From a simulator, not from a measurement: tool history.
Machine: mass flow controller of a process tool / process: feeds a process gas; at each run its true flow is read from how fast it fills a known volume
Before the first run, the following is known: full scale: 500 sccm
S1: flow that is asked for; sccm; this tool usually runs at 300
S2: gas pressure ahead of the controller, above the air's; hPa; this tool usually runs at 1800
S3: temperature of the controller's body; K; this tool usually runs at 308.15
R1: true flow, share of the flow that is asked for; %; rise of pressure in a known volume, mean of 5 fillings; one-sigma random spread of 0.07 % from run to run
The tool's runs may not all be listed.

| run | hour | S1 | S2 | S3 | R1 |
|---|---|---|---|---|---|
| 1 | 0.0 | 300 | 1800 | 308.15 | 96.61 |
| 2 | 161.8 | 80 | 1800 | 308.15 | 92.70 |
| 3 | 263.0 | 80 | 1800 | 308.15 | 92.59 |
| 4 | 486.6 | 80 | 1800 | 308.15 | 92.51 |
| 5 | 691.7 | 300 | 2360 | 308.15 | 96.48 |
| 6 | 818.4 | 56 | 1800 | 308.15 | 90.43 |
| 7 | 1055.2 | 60 | 1800 | 308.15 | 90.77 |
| 8 | 1202.9 | 60 | 1800 | 308.15 | 90.61 |
| 9 | 1362.5 | 60 | 1800 | 308.15 | 90.56 |
| 10 | 1561.4 | 149 | 2180 | 308.15 | 94.11 |
| 11 | 1683.2 | 53 | 2040 | 299.15 | 90.25 |
| 12 | 1800.4 | 53 | 2040 | 299.15 | 90.28 |
| 13 | 1979.0 | 62 | 2040 | 309.15 | 90.35 |
| 14 | 2136.9 | 462 | 2040 | 295.15 | 98.34 |
| 15 | 2241.9 | 63 | 2040 | 295.15 | 91.37 |
| 16 | 2374.8 | 63 | 2040 | 295.15 | 91.17 |
| 17 | 2485.4 | 166 | 2310 | 311.15 | 94.15 |

Selected run-to-run steps in R1, each split into two signed amounts: the part the tool would show with no hidden state at all (from settings, incoming material and random variation), and the remainder, which goes to the hidden state together with any gauge scatter not common to the measured and the hidden-state-free results:
The tool's hidden condition here consists of: flow at rest that the sensor doesn't see, % of full scale; true flow over the shown one, %; drift of the gauge itself on true_pct, %.
Run 13 -> 14: S1 62 -> 462, S3 309.15 -> 295.15. R1 +7.99 %: hidden state +4.80, all else +3.19.
Run 14 -> 15: S1 462 -> 63. R1 -6.97 %: hidden state -4.89, all else -2.08.
